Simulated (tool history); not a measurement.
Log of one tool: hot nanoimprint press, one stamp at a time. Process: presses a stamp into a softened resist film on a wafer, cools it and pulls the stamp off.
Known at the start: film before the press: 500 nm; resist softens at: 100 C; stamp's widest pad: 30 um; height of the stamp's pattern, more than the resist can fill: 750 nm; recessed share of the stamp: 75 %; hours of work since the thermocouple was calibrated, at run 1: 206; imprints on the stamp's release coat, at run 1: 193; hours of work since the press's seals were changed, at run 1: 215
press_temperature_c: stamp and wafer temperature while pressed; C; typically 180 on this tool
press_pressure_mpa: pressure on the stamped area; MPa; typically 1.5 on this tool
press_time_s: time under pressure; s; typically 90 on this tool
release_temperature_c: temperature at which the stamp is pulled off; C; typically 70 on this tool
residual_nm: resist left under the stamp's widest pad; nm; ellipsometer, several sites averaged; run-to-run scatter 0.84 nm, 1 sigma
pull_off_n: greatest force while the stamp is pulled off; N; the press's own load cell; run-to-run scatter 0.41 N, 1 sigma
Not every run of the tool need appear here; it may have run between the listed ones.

| run | day | press_temperature_c | press_pressure_mpa | press_time_s | release_temperature_c | hours of work since the thermocouple was calibrated | imprints on the stamp's release coat | hours of work since the press's seals were changed | residual_nm | pull_off_n |
|---|---|---|---|---|---|---|---|---|---|---|
| 1 | 0 | 180 | 1.5 | 90 | 70 | 206 | 193 | 215 | 225.4 | 124.1 |
| 2 | 0.492 | 180 | 1.5 | 90 | 70 | 212 | 233 | 221 | 225.8 | 124.4 |
| 3 | 1.071 | 180 | 1.5 | 90 | 70 | 219 | 279 | 227 | 224.3 | 123.9 |
| 4 | 1.596 | 180 | 0.92 | 90 | 70 | 224 | 321 | 233 | 283.2 | 122.9 |
| 5 | 2.042 | 180 | 0.92 | 90 | 70 | 230 | 356 | 238 | 283.8 | 124 |
| 6 | 2.412 | 180 | 1.5 | 79 | 70 | 234 | 386 | 243 | 235.2 | 124.6 |
| 7 | 2.758 | 180 | 1.5 | 90 | 70 | 238 | 413 | 246 | 226.4 | 123.8 |
| 8 | 3.517 | 180 | 1.5 | 90 | 70 | 246 | 474 | 255 | 224.5 | 124.2 |
| 9 | 4.112 | 180 | 1.5 | 90 | 70 | 253 | 521 | 262 | 226.5 | 123.5 |
|  | 4.421 | stamp cleaned and given a new release coat |
| 10 | 4.933 | 180 | 1.5 | 90 | 70 | 260 | 41 | 268 | 224.7 | 123.5 |
| 11 | 5.496 | 180 | 1.75 | 90 | 70 | 266 | 86 | 275 | 209.9 | 123.6 |
| 12 | 5.95 | 180 | 1.5 | 90 | 70 | 271 | 122 | 280 | 223 | 123.9 |
| 13 | 6.358 | 180 | 1.63 | 90 | 70 | 276 | 155 | 284 | 216.8 | 123.8 |
| 14 | 6.679 | 180 | 1.63 | 90 | 70 | 279 | 180 | 288 | 215.2 | 123.1 |
| 15 | 7.192 | 180 | 1.63 | 90 | 70 | 285 | 221 | 294 | 218 | 123.3 |
| 16 | 7.729 | 180 | 1.63 | 90 | 70 | 291 | 264 | 300 | 216 | 123.8 |
| 17 | 8.483 | 174 | 1.5 | 90 | 67 | 300 | 325 | 309 | 280 | 130.3 |
| 18 | 9.162 | 188 | 1.5 | 90 | 70 | 308 | 378 | 316 | 167.2 | 123.8 |
| 19 | 9.871 | 188 | 1.5 | 90 | 70 | 316 | 435 | 324 | 168 | 123.7 |
| 20 | 10.308 | 188 | 1.5 | 90 | 70 | 321 | 470 | 329 | 167.5 | 122.8 |
|  | 11.217 | stamp cleaned and given a new release coat |
| 21 | 11.329 | 188 | 1.31 | 48 | 74 | 329 | 8 | 338 | 227.3 | 114.9 |
| 22 | 11.8 | 181 | 1.78 | 72 | 74 | 335 | 46 | 343 | 215 | 115.1 |
| 23 | 12.567 | 181 | 1.78 | 95 | 74 | 343 | 107 | 352 | 195 | 115.3 |
| 24 | 13.262 | 181 | 1.78 | 95 | 74 | 351 | 163 | 360 | 194.8 | 115.2 |
| 25 | 13.612 | 181 | 1.78 | 95 | 74 | 355 | 191 | 364 | 195.5 | 115 |
| 26 | 14.071 | 177 | 1.84 | 90 | 58 | 360 | 227 | 369 | 227.9 | 148.3 |
| 27 | 14.554 | 171 | 1.5 | 58 | 73 | 366 | 266 | 375 | 347 | 117.7 |
| 28 | 14.917 | 171 | 1.5 | 58 | 73 | 370 | 295 | 379 | 348.6 | 117.2 |
| 29 | 15.496 | 184 | 1.5 | 90 | 62 | 377 | 341 | 385 | 194.2 | 141.4 |

Hidden condition of the tool, last listed run before each entry between runs versus first listed run after:
After run 9, before run 10: stamp cleaned and given a new release coat (day 4.421)
  pressure that arrives at the usual setting, %: 99.97 -> 99.96; grip of the stamp's worn release coat, % over a new coat's: 0.1 -> 0
After run 20, before run 21: stamp cleaned and given a new release coat (day 11.217)
  pressure that arrives at the usual setting, %: 99.96 -> 99.95; grip of the stamp's worn release coat, % over a new coat's: 0.1 -> 0

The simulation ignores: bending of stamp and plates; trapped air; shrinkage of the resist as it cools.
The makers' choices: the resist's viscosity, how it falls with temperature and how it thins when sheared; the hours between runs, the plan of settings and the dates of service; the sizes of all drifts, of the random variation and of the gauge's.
